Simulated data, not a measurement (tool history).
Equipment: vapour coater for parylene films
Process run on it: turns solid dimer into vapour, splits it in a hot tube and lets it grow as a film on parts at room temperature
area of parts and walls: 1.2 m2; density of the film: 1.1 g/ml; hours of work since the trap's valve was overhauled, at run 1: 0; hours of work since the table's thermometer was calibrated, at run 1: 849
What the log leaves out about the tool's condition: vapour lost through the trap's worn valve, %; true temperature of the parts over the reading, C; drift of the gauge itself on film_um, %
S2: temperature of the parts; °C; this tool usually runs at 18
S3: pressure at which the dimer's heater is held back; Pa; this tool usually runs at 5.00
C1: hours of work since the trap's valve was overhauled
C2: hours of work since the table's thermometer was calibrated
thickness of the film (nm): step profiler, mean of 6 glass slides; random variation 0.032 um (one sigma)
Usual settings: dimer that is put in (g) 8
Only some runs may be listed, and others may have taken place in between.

{"run": 1, "hour": 0.0, "dimer that is put in (g)": 8, "S2": 18, "S3": 5.0, "C1": 0, "C2": 849, "thickness of the film (nm)": 4580}
{"run": 2, "hour": 32.4, "dimer that is put in (g)": 8, "S2": 18, "S3": 2.18, "C1": 25, "C2": 874, "thickness of the film (nm)": 5020}
{"run": 3, "hour": 63.1, "dimer that is put in (g)": 8, "S2": 18, "S3": 2.18, "C1": 49, "C2": 898, "thickness of the film (nm)": 5000}
{"run": 4, "hour": 86.8, "dimer that is put in (g)": 8, "S2": 18, "S3": 2.18, "C1": 67, "C2": 916, "thickness of the film (nm)": 5010}
{"run": 5, "hour": 107.0, "dimer that is put in (g)": 8, "S2": 18, "S3": 2.18, "C1": 82, "C2": 931, "thickness of the film (nm)": 4980}
{"run": 6, "hour": 132.2, "dimer that is put in (g)": 8, "S2": 18, "S3": 5.0, "C1": 102, "C2": 951, "thickness of the film (nm)": 4560}
{"run": 7, "hour": 150.2, "dimer that is put in (g)": 6, "S2": 18, "S3": 5.0, "C1": 116, "C2": 965, "thickness of the film (nm)": 3350}
{"run": 8, "hour": 166.9, "dimer that is put in (g)": 6, "S2": 18, "S3": 5.0, "C1": 128, "C2": 978, "thickness of the film (nm)": 3360}
{"run": 9, "hour": 190.7, "dimer that is put in (g)": 6, "S2": 18, "S3": 5.0, "C1": 147, "C2": 996, "thickness of the film (nm)": 3360}
{"run": 10, "hour": 213.4, "dimer that is put in (g)": 8, "S2": 18, "S3": 5.0, "C1": 164, "C2": 1013, "thickness of the film (nm)": 4440}
{"run": 11, "hour": 246.8, "dimer that is put in (g)": 8, "S2": 11, "S3": 5.0, "C1": 190, "C2": 1039, "thickness of the film (nm)": 5010}
{"run": 12, "hour": 271.3, "dimer that is put in (g)": 4, "S2": 18, "S3": 5.0, "C1": 209, "C2": 1058, "thickness of the film (nm)": 2220}
{"run": 13, "hour": 291.8, "dimer that is put in (g)": 8, "S2": 18, "S3": 5.0, "C1": 225, "C2": 1074, "thickness of the film (nm)": 4430}
{"run": 14, "hour": 311.7, "dimer that is put in (g)": 8, "S2": 18, "S3": 5.0, "C1": 240, "C2": 1089, "thickness of the film (nm)": 4350}
{"hour": 334.2, "done": "table's thermometer calibrated"}
{"run": 15, "hour": 339.7, "dimer that is put in (g)": 8, "S2": 18, "S3": 5.0, "C1": 261, "C2": 4, "thickness of the film (nm)": 4340}
{"run": 16, "hour": 360.0, "dimer that is put in (g)": 8, "S2": 18, "S3": 5.0, "C1": 276, "C2": 20, "thickness of the film (nm)": 4240}
{"run": 17, "hour": 380.7, "dimer that is put in (g)": 8, "S2": 18, "S3": 5.0, "C1": 292, "C2": 36, "thickness of the film (nm)": 4290}
{"run": 18, "hour": 405.0, "dimer that is put in (g)": 8, "S2": 18, "S3": 5.0, "C1": 311, "C2": 55, "thickness of the film (nm)": 4240}
{"run": 19, "hour": 429.0, "dimer that is put in (g)": 8, "S2": 18, "S3": 5.0, "C1": 330, "C2": 73, "thickness of the film (nm)": 4230}
{"run": 20, "hour": 456.5, "dimer that is put in (g)": 8, "S2": 27, "S3": 5.0, "C1": 351, "C2": 94, "thickness of the film (nm)": 3610}
{"run": 21, "hour": 484.1, "dimer that is put in (g)": 8, "S2": 27, "S3": 5.0, "C1": 372, "C2": 115, "thickness of the film (nm)": 3630}
{"hour": 498.1, "done": "trap's valve overhauled"}
{"run": 22, "hour": 517.0, "dimer that is put in (g)": 8, "S2": 27, "S3": 5.0, "C1": 15, "C2": 138, "thickness of the film (nm)": 3830}
{"run": 23, "hour": 543.3, "dimer that is put in (g)": 9, "S2": 28, "S3": 9.6, "C1": 35, "C2": 158, "thickness of the film (nm)": 3920}
{"run": 24, "hour": 564.7, "dimer that is put in (g)": 9, "S2": 28, "S3": 9.6, "C1": 51, "C2": 174, "thickness of the film (nm)": 3920}
{"run": 25, "hour": 598.6, "dimer that is put in (g)": 6, "S2": 18, "S3": 4.01, "C1": 77, "C2": 200, "thickness of the film (nm)": 3380}
{"run": 26, "hour": 632.5, "dimer that is put in (g)": 4, "S2": 25, "S3": 6.38, "C1": 103, "C2": 227, "thickness of the film (nm)": 1910}
{"run": 27, "hour": 657.7, "dimer that is put in (g)": 7, "S2": 18, "S3": 5.0, "C1": 123, "C2": 246, "thickness of the film (nm)": 3830}
{"run": 28, "hour": 686.0, "dimer that is put in (g)": 7, "S2": 27, "S3": 7.36, "C1": 145, "C2": 268, "thickness of the film (nm)": 3160}
{"run": 29, "hour": 704.8, "dimer that is put in (g)": 5, "S2": 12, "S3": 2.84, "C1": 159, "C2": 282, "thickness of the film (nm)": 3250}
{"run": 30, "hour": 737.3, "dimer that is put in (g)": 10, "S2": 23, "S3": 2.73, "C1": 184, "C2": 307, "thickness of the film (nm)": 5310}
{"run": 31, "hour": 755.2, "dimer that is put in (g)": 10, "S2": 23, "S3": 2.73, "C1": 198, "C2": 321, "thickness of the film (nm)": 5340}
{"run": 32, "hour": 780.9, "dimer that is put in (g)": 10, "S2": 23, "S3": 2.73, "C1": 218, "C2": 341, "thickness of the film (nm)": 5300}
{"run": 33, "hour": 809.5, "dimer that is put in (g)": 8, "S2": 10, "S3": 10.39, "C1": 240, "C2": 363, "thickness of the film (nm)": 4530}
{"run": 34, "hour": 830.6, "dimer that is put in (g)": 8, "S2": 14, "S3": 3.8, "C1": 256, "C2": 379, "thickness of the film (nm)": 4760}
{"run": 35, "hour": 850.6, "dimer that is put in (g)": 9, "S2": 14, "S3": 2.14, "C1": 271, "C2": 395, "thickness of the film (nm)": 5680}
{"run": 36, "hour": 877.1, "dimer that is put in (g)": 8, "S2": 21, "S3": 8.0, "C1": 292, "C2": 415, "thickness of the film (nm)": 3890}
{"run": 37, "hour": 899.6, "dimer that is put in (g)": 8, "S2": 21, "S3": 8.0, "C1": 309, "C2": 432, "thickness of the film (nm)": 3830}
{"run": 38, "hour": 932.0, "dimer that is put in (g)": 10, "S2": 11, "S3": 5.44, "C1": 334, "C2": 457, "thickness of the film (nm)": 5990}
{"run": 39, "hour": 953.9, "dimer that is put in (g)": 10, "S2": 28, "S3": 3.93, "C1": 351, "C2": 474, "thickness of the film (nm)": 4560}
{"run": 40, "hour": 985.6, "dimer that is put in (g)": 8, "S2": 15, "S3": 11.82, "C1": 375, "C2": 498, "thickness of the film (nm)": 4020}
{"hour": 995.6, "done": "trap's valve overhauled"}
{"run": 41, "hour": 1012.9, "dimer that is put in (g)": 8, "S2": 15, "S3": 11.82, "C1": 13, "C2": 516, "thickness of the film (nm)": 4360}
{"run": 42, "hour": 1043.2, "dimer that is put in (g)": 13, "S2": 27, "S3": 2.48, "C1": 37, "C2": 540, "thickness of the film (nm)": 6850}
{"run": 43, "hour": 1074.8, "dimer that is put in (g)": 8, "S2": 19, "S3": 5.0, "C1": 61, "C2": 564, "thickness of the film (nm)": 4370}

Same runs, no hidden state in the tool, same run-to-run variation:
run=1 thickness_of_the_film_(nm)=4500
run=2 thickness_of_the_film_(nm)=4960
run=3 thickness_of_the_film_(nm)=4950
run=4 thickness_of_the_film_(nm)=4970
run=5 thickness_of_the_film_(nm)=4960
run=6 thickness_of_the_film_(nm)=4560
run=7 thickness_of_the_film_(nm)=3350
run=8 thickness_of_the_film_(nm)=3370
run=9 thickness_of_the_film_(nm)=3380
run=10 thickness_of_the_film_(nm)=4490
run=11 thickness_of_the_film_(nm)=5090
run=12 thickness_of_the_film_(nm)=2260
run=13 thickness_of_the_film_(nm)=4520
run=14 thickness_of_the_film_(nm)=4450
run=15 thickness_of_the_film_(nm)=4570
run=16 thickness_of_the_film_(nm)=4480
run=17 thickness_of_the_film_(nm)=4540
run=18 thickness_of_the_film_(nm)=4510
run=19 thickness_of_the_film_(nm)=4510
run=20 thickness_of_the_film_(nm)=3860
run=21 thickness_of_the_film_(nm)=3890
run=22 thickness_of_the_film_(nm)=3860
run=23 thickness_of_the_film_(nm)=3960
run=24 thickness_of_the_film_(nm)=3970
run=25 thickness_of_the_film_(nm)=3440
run=26 thickness_of_the_film_(nm)=1950
run=27 thickness_of_the_film_(nm)=3930
run=28 thickness_of_the_film_(nm)=3250
run=29 thickness_of_the_film_(nm)=3350
run=30 thickness_of_the_film_(nm)=5500
run=31 thickness_of_the_film_(nm)=5540
run=32 thickness_of_the_film_(nm)=5520
run=33 thickness_of_the_film_(nm)=4740
run=34 thickness_of_the_film_(nm)=4990
run=35 thickness_of_the_film_(nm)=5970
run=36 thickness_of_the_film_(nm)=4100
run=37 thickness_of_the_film_(nm)=4050
run=38 thickness_of_the_film_(nm)=6370
run=39 thickness_of_the_film_(nm)=4860
run=40 thickness_of_the_film_(nm)=4300
run=41 thickness_of_the_film_(nm)=4340
run=42 thickness_of_the_film_(nm)=6840
run=43 thickness_of_the_film_(nm)=4380

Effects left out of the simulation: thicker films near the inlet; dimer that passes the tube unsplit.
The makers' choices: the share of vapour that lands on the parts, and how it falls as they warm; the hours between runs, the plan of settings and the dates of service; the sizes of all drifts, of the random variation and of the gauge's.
